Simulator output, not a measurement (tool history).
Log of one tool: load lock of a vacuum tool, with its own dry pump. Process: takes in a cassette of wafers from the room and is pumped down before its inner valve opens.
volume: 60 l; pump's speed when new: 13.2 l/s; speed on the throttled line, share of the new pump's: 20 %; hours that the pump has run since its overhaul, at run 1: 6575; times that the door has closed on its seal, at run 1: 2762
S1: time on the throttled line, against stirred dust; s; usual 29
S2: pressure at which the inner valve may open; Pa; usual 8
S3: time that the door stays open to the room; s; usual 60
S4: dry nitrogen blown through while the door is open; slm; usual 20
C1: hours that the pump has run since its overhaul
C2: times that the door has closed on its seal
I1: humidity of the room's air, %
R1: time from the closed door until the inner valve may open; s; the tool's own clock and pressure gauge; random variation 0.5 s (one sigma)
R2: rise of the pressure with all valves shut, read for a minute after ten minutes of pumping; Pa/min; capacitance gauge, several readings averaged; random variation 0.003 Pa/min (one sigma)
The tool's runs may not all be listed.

{"run": 1, "hour": 0.0, "S1": 29, "S2": 8, "S3": 60, "S4": 20, "C1": 6575, "C2": 2762, "I1": 46.4, "R1": 69.2, "R2": 0.035}
{"run": 2, "hour": 59.9, "S1": 29, "S2": 8, "S3": 60, "S4": 20, "C1": 6635, "C2": 2827, "I1": 47.4, "R1": 70.1, "R2": 0.037}
{"run": 3, "hour": 155.7, "S1": 19, "S2": 8, "S3": 60, "S4": 20, "C1": 6731, "C2": 2932, "I1": 48.6, "R1": 63.3, "R2": 0.033}
{"run": 4, "hour": 264.7, "S1": 19, "S2": 8, "S3": 60, "S4": 20, "C1": 6840, "C2": 3050, "I1": 44.9, "R1": 63.0, "R2": 0.036}
{"run": 5, "hour": 374.2, "S1": 19, "S2": 8, "S3": 33, "S4": 20, "C1": 6950, "C2": 3170, "I1": 44.4, "R1": 62.4, "R2": 0.028}
{"run": 6, "hour": 457.2, "S1": 16, "S2": 8, "S3": 60, "S4": 20, "C1": 7033, "C2": 3260, "I1": 44.8, "R1": 60.5, "R2": 0.039}
{"run": 7, "hour": 540.1, "S1": 29, "S2": 8, "S3": 60, "S4": 20, "C1": 7116, "C2": 3351, "I1": 49.7, "R1": 70.5, "R2": 0.038}
{"run": 8, "hour": 640.7, "S1": 29, "S2": 8, "S3": 60, "S4": 20, "C1": 7216, "C2": 3461, "I1": 44.7, "R1": 70.7, "R2": 0.036}
{"run": 9, "hour": 709.5, "S1": 29, "S2": 8, "S3": 60, "S4": 20, "C1": 7285, "C2": 3536, "I1": 44.8, "R1": 70.1, "R2": 0.033}
{"run": 10, "hour": 800.2, "S1": 29, "S2": 8, "S3": 60, "S4": 6, "C1": 7376, "C2": 3634, "I1": 44.2, "R1": 72.0, "R2": 0.042}
{"run": 11, "hour": 904.2, "S1": 29, "S2": 8, "S3": 60, "S4": 6, "C1": 7480, "C2": 3748, "I1": 46.7, "R1": 71.0, "R2": 0.056}
{"run": 12, "hour": 960.3, "S1": 29, "S2": 8, "S3": 60, "S4": 20, "C1": 7536, "C2": 3809, "I1": 45.0, "R1": 71.8, "R2": 0.045}
{"run": 13, "hour": 1029.4, "S1": 29, "S2": 8, "S3": 60, "S4": 20, "C1": 7605, "C2": 3884, "I1": 43.4, "R1": 71.1, "R2": 0.043}
{"run": 14, "hour": 1126.1, "S1": 29, "S2": 8, "S3": 60, "S4": 20, "C1": 7702, "C2": 3990, "I1": 43.5, "R1": 70.8, "R2": 0.041}
{"run": 15, "hour": 1186.4, "S1": 29, "S2": 8, "S3": 178, "S4": 22, "C1": 7762, "C2": 4056, "I1": 45.4, "R1": 71.5, "R2": 0.058}
{"run": 16, "hour": 1288.9, "S1": 30, "S2": 8, "S3": 118, "S4": 20, "C1": 7864, "C2": 4167, "I1": 43.9, "R1": 72.5, "R2": 0.052}
{"run": 17, "hour": 1348.0, "S1": 30, "S2": 8, "S3": 118, "S4": 20, "C1": 7923, "C2": 4232, "I1": 49.5, "R1": 72.7, "R2": 0.054}
{"run": 18, "hour": 1438.0, "S1": 15, "S2": 16, "S3": 60, "S4": 6, "C1": 8013, "C2": 4330, "I1": 44.9, "R1": 57.3, "R2": 0.049}
{"run": 19, "hour": 1548.8, "S1": 15, "S2": 16, "S3": 60, "S4": 6, "C1": 8124, "C2": 4451, "I1": 44.6, "R1": 57.5, "R2": 0.053}
{"run": 20, "hour": 1648.2, "S1": 57, "S2": 8, "S3": 60, "S4": 20, "C1": 8224, "C2": 4559, "I1": 46.5, "R1": 93.6, "R2": 0.04}
{"run": 21, "hour": 1711.9, "S1": 45, "S2": 8, "S3": 49, "S4": 22, "C1": 8287, "C2": 4629, "I1": 46.1, "R1": 84.6, "R2": 0.043}
{"run": 22, "hour": 1778.2, "S1": 19, "S2": 6, "S3": 134, "S4": 5, "C1": 8354, "C2": 4701, "I1": 42.7, "R1": 64.9, "R2": 0.074}
{"run": 23, "hour": 1871.2, "S1": 36, "S2": 14, "S3": 60, "S4": 33, "C1": 8447, "C2": 4802, "I1": 44.1, "R1": 74.8, "R2": 0.034}
{"run": 24, "hour": 1951.1, "S1": 29, "S2": 13, "S3": 60, "S4": 4, "C1": 8527, "C2": 4890, "I1": 42.1, "R1": 69.0, "R2": 0.053}
{"run": 25, "hour": 2035.8, "S1": 29, "S2": 13, "S3": 60, "S4": 9, "C1": 8611, "C2": 4982, "I1": 42.9, "R1": 69.1, "R2": 0.045}

4 ways to go on from here, each from the tool as it stands after run 25. What would each give?
{"run": "A", "hour": 2095.2, "S1": 29, "S2": 6, "S3": 60, "S4": 20, "C1": 8671, "C2": 5047, "I1": 43.3, "R1": "?", "R2": "?"}
{"run": "B", "hour": 2095.2, "S1": 16, "S2": 13, "S3": 60, "S4": 9, "C1": 8671, "C2": 5047, "I1": 46.5, "R1": "?", "R2": "?"}
{"run": "C", "hour": 2095.2, "S1": 17, "S2": 8, "S3": 41, "S4": 7, "C1": 8671, "C2": 5047, "I1": 44.5, "R1": "?", "R2": "?"}
{"run": "D", "hour": 2095.2, "S1": 29, "S2": 8, "S3": 60, "S4": 7, "C1": 8671, "C2": 5047, "I1": 45.4, "R1": "?", "R2": "?"}

run=A R1=72.8 R2=0.050
run=B R1=58.4 R2=0.051
run=C R1=63.0 R2=0.047
run=D R1=70.9 R2=0.054
Without the tool's hidden state the same runs would have given:
run=A R1=67.2 R2=0.031
run=B R1=53.0 R2=0.033
run=C R1=57.2 R2=0.028
run=D R1=65.6 R2=0.036
